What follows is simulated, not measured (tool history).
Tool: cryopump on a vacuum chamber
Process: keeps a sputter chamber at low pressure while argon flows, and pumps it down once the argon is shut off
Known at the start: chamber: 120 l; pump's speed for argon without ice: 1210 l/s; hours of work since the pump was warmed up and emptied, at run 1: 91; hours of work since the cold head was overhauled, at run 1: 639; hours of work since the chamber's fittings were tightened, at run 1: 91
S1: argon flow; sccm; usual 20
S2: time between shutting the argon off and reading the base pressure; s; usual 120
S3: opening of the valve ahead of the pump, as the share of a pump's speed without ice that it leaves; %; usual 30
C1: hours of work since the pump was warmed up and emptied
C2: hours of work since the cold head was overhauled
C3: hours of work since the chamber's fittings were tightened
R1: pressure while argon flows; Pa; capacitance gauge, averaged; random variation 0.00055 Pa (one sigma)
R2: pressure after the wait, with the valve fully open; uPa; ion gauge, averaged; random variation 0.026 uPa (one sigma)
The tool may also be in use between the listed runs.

Run 1, day 0.000: usual settings; C1 91; C2 639; C3 91. Result: R1 0.0937 Pa, R2 1.20 uPa.
Run 2, day 2.492: usual settings; C1 138; C2 686; C3 138. Result: R1 0.0943 Pa, R2 1.21 uPa.
Run 3, day 5.408: usual settings; C1 193; C2 741; C3 193. Result: R1 0.0957 Pa, R2 1.26 uPa.
Run 4, day 7.138: usual settings but S2 22 s; C1 225; C2 774; C3 225. Result: R1 0.0952 Pa, R2 4.99 uPa.
Run 5, day 10.121: usual settings but S2 44 s; C1 281; C2 830; C3 281. Result: R1 0.0963 Pa, R2 2.89 uPa.
Run 6, day 13.583: usual settings but S2 33 s; C1 346; C2 895; C3 346. Result: R1 0.0979 Pa, R2 3.62 uPa.
Run 7, day 16.721: usual settings but S2 33 s; C1 406; C2 954; C3 406. Result: R1 0.0992 Pa, R2 3.73 uPa.
Run 8, day 18.908: usual settings but S2 203 s; C1 447; C2 995; C3 447. Result: R1 0.0984 Pa, R2 1.08 uPa.
Run 9, day 21.462: usual settings but S3 43 %; C1 495; C2 1043; C3 495. Result: R1 0.0713 Pa, R2 1.46 uPa.
Run 10, day 23.071: usual settings; C1 525; C2 1074; C3 525. Result: R1 0.1005 Pa, R2 1.46 uPa.
At day 23.662: pump warmed up, emptied and cooled again.
Run 11, day 25.550: usual settings; C1 35; C2 1116; C3 568. Result: R1 0.0947 Pa, R2 1.38 uPa.
Run 12, day 28.117: usual settings; C1 84; C2 1165; C3 616. Result: R1 0.0951 Pa, R2 1.46 uPa.
Run 13, day 29.612: usual settings; C1 112; C2 1193; C3 644. Result: R1 0.0940 Pa, R2 1.44 uPa.
Run 14, day 31.588: usual settings; C1 149; C2 1230; C3 682. Result: R1 0.0954 Pa, R2 1.44 uPa.
Run 15, day 34.883: usual settings; C1 211; C2 1292; C3 744. Result: R1 0.0960 Pa, R2 1.55 uPa.
Run 16, day 37.612: usual settings but S2 108 s; C1 263; C2 1343; C3 795. Result: R1 0.0958 Pa, R2 1.58 uPa.
Run 17, day 39.958: usual settings but S1 9 sccm, S2 21 s, S3 19 %; C1 307; C2 1388; C3 839. Result: R1 0.0682 Pa, R2 5.56 uPa.
Run 18, day 43.483: usual settings but S1 9 sccm, S2 21 s, S3 19 %; C1 373; C2 1454; C3 906. Result: R1 0.0677 Pa, R2 5.63 uPa.
Run 19, day 45.367: usual settings but S1 9 sccm, S2 42 s, S3 36 %; C1 409; C2 1489; C3 941. Result: R1 0.0373 Pa, R2 3.31 uPa.
Run 20, day 47.804: usual settings but S1 9 sccm, S2 42 s, S3 36 %; C1 455; C2 1535; C3 987. Result: R1 0.0389 Pa, R2 3.23 uPa.
Run 21, day 51.104: usual settings but S1 8 sccm, S2 23 s; C1 517; C2 1597; C3 1049. Result: R1 0.0399 Pa, R2 5.26 uPa.
At day 52.129: pump warmed up, emptied and cooled again.
Run 22, day 54.142: usual settings but S1 8 sccm, S2 23 s; C1 38; C2 1651; C3 1102. Result: R1 0.0380 Pa, R2 5.15 uPa.
Run 23, day 57.308: usual settings but S1 17 sccm, S2 252 s; C1 98; C2 1710; C3 1162. Result: R1 0.0799 Pa, R2 1.22 uPa.
Run 24, day 60.012: usual settings but S1 13 sccm, S2 159 s, S3 25 %; C1 148; C2 1761; C3 1213. Result: R1 0.0740 Pa, R2 1.47 uPa.
Run 25, day 62.933: usual settings but S1 12 sccm, S2 29 s, S3 44 %; C1 203; C2 1816; C3 1268. Result: R1 0.0400 Pa, R2 4.34 uPa.
Run 26, day 66.346: usual settings but S1 24 sccm, S2 30 s, S3 56 %; C1 268; C2 1881; C3 1332. Result: R1 0.0645 Pa, R2 4.41 uPa.
Run 27, day 67.808: usual settings but S2 167 s, S3 37 %; C1 295; C2 1908; C3 1360. Result: R1 0.0802 Pa, R2 1.60 uPa.
Run 28, day 70.008: usual settings but S1 18 sccm, S2 31 s, S3 57 %; C1 337; C2 1949; C3 1401. Result: R1 0.0488 Pa, R2 4.24 uPa.
Run 29, day 72.825: usual settings but S1 13 sccm, S2 29 s, S3 50 %; C1 390; C2 2002; C3 1454. Result: R1 0.0395 Pa, R2 4.75 uPa.
Run 30, day 75.712: usual settings but S1 37 sccm, S2 64 s, S3 25 %; C1 444; C2 2057; C3 1508. Result: R1 0.2198 Pa, R2 2.68 uPa.
At day 77.125: leaking fittings of the chamber tightened, without venting.
Run 31, day 77.271: usual settings but S1 28 sccm, S2 107 s, S3 48 %; C1 472; C2 2085; C3 3. Result: R1 0.0913 Pa, R2 1.32 uPa.

3 ways to go on from here, each from the tool as it stands after run 31. What would each give?
Run A, day 78.892: usual settings but S1 15 sccm, S2 39 s, S3 52 %; C1 502; C2 2115; C3 33. Result: R1 ?, R2 ?.
Run B, day 78.892: usual settings but S1 29 sccm, S2 107 s, S3 16 %; C1 502; C2 2115; C3 33. Result: R1 ?, R2 ?.
Run C, day 78.892: usual settings but S1 38 sccm, S2 110 s, S3 48 %; C1 502; C2 2115; C3 33. Result: R1 ?, R2 ?.

run      R1    R2
  A  0.0454  2.99
  B  0.2644  1.29
  C  0.1242  1.25
Without the tool's hidden state the same runs would have given:
run      R1    R2
  A  0.0397  2.90
  B  0.2534  1.20
  C  0.1099  1.16

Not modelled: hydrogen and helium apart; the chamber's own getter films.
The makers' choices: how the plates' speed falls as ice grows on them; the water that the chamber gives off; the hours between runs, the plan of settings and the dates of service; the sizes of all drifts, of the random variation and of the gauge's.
